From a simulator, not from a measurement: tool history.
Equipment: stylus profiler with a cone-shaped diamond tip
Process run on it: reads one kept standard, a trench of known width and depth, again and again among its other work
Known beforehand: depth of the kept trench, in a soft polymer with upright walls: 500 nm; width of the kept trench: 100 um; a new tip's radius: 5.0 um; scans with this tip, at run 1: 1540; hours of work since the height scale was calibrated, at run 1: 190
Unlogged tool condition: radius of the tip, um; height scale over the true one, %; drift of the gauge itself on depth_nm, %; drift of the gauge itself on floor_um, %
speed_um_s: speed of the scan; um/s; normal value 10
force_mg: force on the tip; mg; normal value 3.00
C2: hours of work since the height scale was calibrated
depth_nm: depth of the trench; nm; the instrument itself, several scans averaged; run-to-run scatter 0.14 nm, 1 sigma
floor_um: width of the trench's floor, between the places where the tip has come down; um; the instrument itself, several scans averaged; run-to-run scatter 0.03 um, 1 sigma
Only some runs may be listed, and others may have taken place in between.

{"run": 1, "day": 0.0, "speed_um_s": 10, "force_mg": 3.0, "scans with this tip": 1540, "C2": 190, "depth_nm": 506.08, "floor_um": 95.53}
{"run": 2, "day": 0.671, "speed_um_s": 10, "force_mg": 3.0, "scans with this tip": 1630, "C2": 201, "depth_nm": 506.46, "floor_um": 95.5}
{"run": 3, "day": 1.742, "speed_um_s": 10, "force_mg": 3.0, "scans with this tip": 1773, "C2": 219, "depth_nm": 506.44, "floor_um": 95.45}
{"run": 4, "day": 2.604, "speed_um_s": 13, "force_mg": 3.0, "scans with this tip": 1888, "C2": 233, "depth_nm": 506.37, "floor_um": 95.47}
{"run": 5, "day": 3.525, "speed_um_s": 13, "force_mg": 3.0, "scans with this tip": 2012, "C2": 248, "depth_nm": 506.34, "floor_um": 95.43}
{"run": 6, "day": 4.167, "speed_um_s": 13, "force_mg": 3.0, "scans with this tip": 2097, "C2": 259, "depth_nm": 506.42, "floor_um": 95.46}
{"run": 7, "day": 4.946, "speed_um_s": 13, "force_mg": 1.17, "scans with this tip": 2201, "C2": 272, "depth_nm": 503.54, "floor_um": 95.39}
{"run": 8, "day": 6.125, "speed_um_s": 10, "force_mg": 2.7, "scans with this tip": 2359, "C2": 291, "depth_nm": 506.0, "floor_um": 95.43}
{"run": 9, "day": 6.679, "speed_um_s": 3, "force_mg": 2.7, "scans with this tip": 2433, "C2": 300, "depth_nm": 505.89, "floor_um": 95.41}
{"run": 10, "day": 7.575, "speed_um_s": 37, "force_mg": 3.0, "scans with this tip": 2553, "C2": 315, "depth_nm": 506.48, "floor_um": 95.23}
{"run": 11, "day": 8.275, "speed_um_s": 2, "force_mg": 3.0, "scans with this tip": 2647, "C2": 327, "depth_nm": 506.57, "floor_um": 95.46}
{"run": 12, "day": 9.412, "speed_um_s": 2, "force_mg": 3.0, "scans with this tip": 2799, "C2": 346, "depth_nm": 506.36, "floor_um": 95.42}
{"run": 13, "day": 10.208, "speed_um_s": 2, "force_mg": 3.0, "scans with this tip": 2905, "C2": 359, "depth_nm": 506.57, "floor_um": 95.39}
{"run": 14, "day": 11.046, "speed_um_s": 2, "force_mg": 3.0, "scans with this tip": 3017, "C2": 373, "depth_nm": 506.53, "floor_um": 95.38}
{"run": 15, "day": 11.783, "speed_um_s": 2, "force_mg": 3.0, "scans with this tip": 3116, "C2": 385, "depth_nm": 506.49, "floor_um": 95.41}
{"run": 16, "day": 12.642, "speed_um_s": 2, "force_mg": 3.0, "scans with this tip": 3230, "C2": 399, "depth_nm": 506.85, "floor_um": 95.36}
{"run": 17, "day": 13.154, "speed_um_s": 2, "force_mg": 3.0, "scans with this tip": 3299, "C2": 407, "depth_nm": 506.53, "floor_um": 95.4}
{"run": 18, "day": 13.667, "speed_um_s": 2, "force_mg": 3.43, "scans with this tip": 3367, "C2": 416, "depth_nm": 507.07, "floor_um": 95.36}
{"run": 19, "day": 14.288, "speed_um_s": 2, "force_mg": 3.43, "scans with this tip": 3450, "C2": 426, "depth_nm": 507.38, "floor_um": 95.32}
{"run": 20, "day": 15.104, "speed_um_s": 2, "force_mg": 3.43, "scans with this tip": 3559, "C2": 440, "depth_nm": 507.13, "floor_um": 95.35}
{"run": 21, "day": 15.762, "speed_um_s": 2, "force_mg": 3.43, "scans with this tip": 3648, "C2": 451, "depth_nm": 507.05, "floor_um": 95.31}
{"run": 22, "day": 16.771, "speed_um_s": 30, "force_mg": 3.0, "scans with this tip": 3783, "C2": 467, "depth_nm": 506.63, "floor_um": 95.19}
{"run": 23, "day": 17.825, "speed_um_s": 30, "force_mg": 3.0, "scans with this tip": 3923, "C2": 485, "depth_nm": 506.74, "floor_um": 95.22}
{"run": 24, "day": 18.825, "speed_um_s": 30, "force_mg": 3.0, "scans with this tip": 4057, "C2": 501, "depth_nm": 506.82, "floor_um": 95.19}
{"run": 25, "day": 19.7, "speed_um_s": 30, "force_mg": 3.0, "scans with this tip": 4174, "C2": 516, "depth_nm": 506.81, "floor_um": 95.17}
{"run": 26, "day": 20.521, "speed_um_s": 30, "force_mg": 3.0, "scans with this tip": 4284, "C2": 529, "depth_nm": 506.79, "floor_um": 95.19}
{"run": 27, "day": 21.092, "speed_um_s": 5, "force_mg": 3.0, "scans with this tip": 4360, "C2": 539, "depth_nm": 506.83, "floor_um": 95.29}
{"day": 21.217, "done": "height scale calibrated on a step standard"}
{"run": 28, "day": 22.112, "speed_um_s": 22, "force_mg": 2.08, "scans with this tip": 4494, "C2": 15, "depth_nm": 505.92, "floor_um": 95.14}
{"run": 29, "day": 23.208, "speed_um_s": 10, "force_mg": 4.99, "scans with this tip": 4641, "C2": 33, "depth_nm": 509.8, "floor_um": 95.22}
{"run": 30, "day": 24.238, "speed_um_s": 10, "force_mg": 4.99, "scans with this tip": 4778, "C2": 50, "depth_nm": 509.76, "floor_um": 95.24}
{"run": 31, "day": 25.162, "speed_um_s": 7, "force_mg": 1.35, "scans with this tip": 4902, "C2": 65, "depth_nm": 504.71, "floor_um": 95.17}
{"run": 32, "day": 25.846, "speed_um_s": 9, "force_mg": 4.2, "scans with this tip": 4993, "C2": 76, "depth_nm": 508.8, "floor_um": 95.23}
{"day": 26.367, "done": "height scale calibrated on a step standard, once more"}
{"run": 33, "day": 26.425, "speed_um_s": 11, "force_mg": 2.12, "scans with this tip": 5067, "C2": 1, "depth_nm": 504.87, "floor_um": 95.14}
{"run": 34, "day": 27.15, "speed_um_s": 18, "force_mg": 2.28, "scans with this tip": 5164, "C2": 13, "depth_nm": 505.04, "floor_um": 95.12}
{"run": 35, "day": 28.296, "speed_um_s": 5, "force_mg": 3.0, "scans with this tip": 5318, "C2": 32, "depth_nm": 506.2, "floor_um": 95.12}
{"run": 36, "day": 28.942, "speed_um_s": 5, "force_mg": 3.0, "scans with this tip": 5404, "C2": 43, "depth_nm": 506.25, "floor_um": 95.17}
{"run": 37, "day": 29.883, "speed_um_s": 5, "force_mg": 3.0, "scans with this tip": 5530, "C2": 58, "depth_nm": 506.3, "floor_um": 95.09}
{"run": 38, "day": 31.1, "speed_um_s": 5, "force_mg": 3.0, "scans with this tip": 5693, "C2": 78, "depth_nm": 506.38, "floor_um": 95.12}
{"run": 39, "day": 32.179, "speed_um_s": 12, "force_mg": 1.04, "scans with this tip": 5837, "C2": 96, "depth_nm": 503.21, "floor_um": 95.06}
{"run": 40, "day": 32.75, "speed_um_s": 11, "force_mg": 1.96, "scans with this tip": 5913, "C2": 105, "depth_nm": 504.77, "floor_um": 95.11}
{"run": 41, "day": 33.842, "speed_um_s": 7, "force_mg": 5.5, "scans with this tip": 6060, "C2": 123, "depth_nm": 509.36, "floor_um": 95.13}
{"run": 42, "day": 34.575, "speed_um_s": 10, "force_mg": 4.91, "scans with this tip": 6157, "C2": 136, "depth_nm": 508.97, "floor_um": 95.08}
{"run": 43, "day": 35.112, "speed_um_s": 2, "force_mg": 4.46, "scans with this tip": 6229, "C2": 144, "depth_nm": 508.32, "floor_um": 95.1}
{"run": 44, "day": 35.938, "speed_um_s": 5, "force_mg": 7.91, "scans with this tip": 6339, "C2": 158, "depth_nm": 512.21, "floor_um": 95.09}
{"run": 45, "day": 36.783, "speed_um_s": 12, "force_mg": 3.17, "scans with this tip": 6453, "C2": 172, "depth_nm": 506.93, "floor_um": 95.07}
{"run": 46, "day": 37.621, "speed_um_s": 40, "force_mg": 1.92, "scans with this tip": 6565, "C2": 186, "depth_nm": 504.81, "floor_um": 94.86}
{"run": 47, "day": 38.171, "speed_um_s": 40, "force_mg": 1.92, "scans with this tip": 6638, "C2": 195, "depth_nm": 504.97, "floor_um": 94.86}

Forecast each of these 4 alternatives for the next run:
{"run": "A", "day": 39.258, "speed_um_s": 7, "force_mg": 2.99, "scans with this tip": 6784, "C2": 213, "depth_nm": "?", "floor_um": "?"}
{"run": "B", "day": 39.258, "speed_um_s": 25, "force_mg": 3.0, "scans with this tip": 6784, "C2": 213, "depth_nm": "?", "floor_um": "?"}
{"run": "C", "day": 39.258, "speed_um_s": 9, "force_mg": 1.72, "scans with this tip": 6784, "C2": 213, "depth_nm": "?", "floor_um": "?"}
{"run": "D", "day": 39.258, "speed_um_s": 8, "force_mg": 1.92, "scans with this tip": 6784, "C2": 213, "depth_nm": "?", "floor_um": "?"}

run=A depth_nm=506.59 floor_um=95.03
run=B depth_nm=506.56 floor_um=94.90
run=C depth_nm=504.48 floor_um=94.99
run=D depth_nm=505.18 floor_um=95.03
With the hidden condition removed and each run's random variation left untouched, the same runs would have given:
run=A depth_nm=506.18 floor_um=95.62
run=B depth_nm=506.15 floor_um=95.49
run=C depth_nm=504.07 floor_um=95.58
run=D depth_nm=504.78 floor_um=95.62
